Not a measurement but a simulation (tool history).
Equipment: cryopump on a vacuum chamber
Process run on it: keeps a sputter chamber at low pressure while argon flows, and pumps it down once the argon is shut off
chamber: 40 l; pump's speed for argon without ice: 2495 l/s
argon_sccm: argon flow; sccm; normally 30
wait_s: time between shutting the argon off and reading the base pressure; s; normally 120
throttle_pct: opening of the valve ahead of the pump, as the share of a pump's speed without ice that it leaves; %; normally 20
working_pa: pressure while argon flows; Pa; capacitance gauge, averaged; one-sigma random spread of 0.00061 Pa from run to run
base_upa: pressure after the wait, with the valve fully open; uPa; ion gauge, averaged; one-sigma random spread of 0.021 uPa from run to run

run   hour  argon_sccm  wait_s  throttle_pct  working_pa  base_upa
  1      0          30     120            20       0.103       0.5
  2     10          30     120            20      0.1026       0.5
  3   25.1          30     120            20      0.1015      0.49
  4     46          30     120            20      0.1032       0.5
  5     61          30     120            20      0.1019      0.46
  6   70.8          30     120            20      0.1013       0.5
  7   90.3          30     120            20      0.1026      0.52
  8  102.6          30     120            20      0.1034      0.51
  9  124.4          30     120            20      0.1023      0.52
 10  135.4          30     120            20      0.1014      0.47
 11  152.6          30     120            20       0.102      0.51
 12    169          30     120            20      0.1024      0.52
 13  183.6          30     120            20       0.102      0.52
 14  201.4          30     120            20      0.1026      0.54
 15  222.8          30     120            20      0.1037      0.51
 16  238.6          30     120            35      0.0597      0.51
 17  251.7          30     120            35      0.0588      0.52
 18  267.3          30     120            35        0.06      0.54
 19  280.7          30      73            17       0.121      0.68

Run 20 is up next; what results do you expect?
 20  291.8          18     223            20           ?         ?

For run 20 the tool returned working_pa 0.0619 Pa, base_upa 0.42 uPa.
Minus the tool's unlogged condition, the same run would have read working_pa 0.0612 Pa, base_upa 0.23 uPa.
